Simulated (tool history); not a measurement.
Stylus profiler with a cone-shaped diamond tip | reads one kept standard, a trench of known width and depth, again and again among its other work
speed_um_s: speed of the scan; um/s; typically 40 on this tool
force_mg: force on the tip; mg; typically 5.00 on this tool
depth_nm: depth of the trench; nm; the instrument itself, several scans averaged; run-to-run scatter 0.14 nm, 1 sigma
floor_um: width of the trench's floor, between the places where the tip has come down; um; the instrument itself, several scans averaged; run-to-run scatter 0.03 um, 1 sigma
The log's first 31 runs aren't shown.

| run | day | speed_um_s | force_mg | depth_nm | floor_um |
|---|---|---|---|---|---|
| 32 | 29.512 | 142 | 4.08 | 509.66 | 96.43 |
| 33 | 30.583 | 142 | 4.08 | 509.39 | 96.39 |
| 34 | 31.471 | 46 | 8.84 | 515.74 | 96.84 |
| 35 | 32.888 | 114 | 8.40 | 514.92 | 96.62 |
| 36 | 33.704 | 70 | 7.94 | 514.60 | 96.79 |
| 37 | 34.308 | 13 | 2.83 | 507.34 | 96.96 |
| 38 | 35.062 | 98 | 7.41 | 514.08 | 96.70 |
| 39 | 36.125 | 98 | 7.41 | 514.09 | 96.70 |
| 40 | 37.512 | 132 | 14.58 | 521.87 | 96.70 |
| 41 | 38.529 | 132 | 14.58 | 521.75 | 96.72 |
| 42 | 39.138 | 103 | 8.26 | 514.78 | 96.71 |
| 43 | 39.738 | 103 | 2.46 | 506.55 | 96.50 |
| 44 | 41.021 | 103 | 2.46 | 506.65 | 96.46 |
| 45 | 41.675 | 103 | 2.46 | 506.87 | 96.48 |
| 46 | 42.438 | 103 | 2.46 | 506.61 | 96.37 |
| 47 | 43.392 | 47 | 2.05 | 506.00 | 96.67 |

Below are 4 alternative next runs, each starting from the tool's condition after run 47. Predict each:
| A | 44.367 | 40 | 2.36 | ? | ? |
| B | 44.367 | 40 | 4.49 | ? | ? |
| C | 44.367 | 124 | 4.04 | ? | ? |
| D | 44.367 | 24 | 3.55 | ? | ? |

| run | depth_nm | floor_um |
|---|---|---|
| A | 506.45 | 96.77 |
| B | 509.72 | 96.85 |
| C | 509.51 | 96.50 |
| D | 508.64 | 96.90 |
The same runs, with their run-to-run variation unchanged, on a tool lacking any hidden condition would have given:
| run | depth_nm | floor_um |
|---|---|---|
| A | 506.43 | 96.78 |
| B | 509.70 | 96.86 |
| C | 509.49 | 96.51 |
| D | 508.61 | 96.91 |
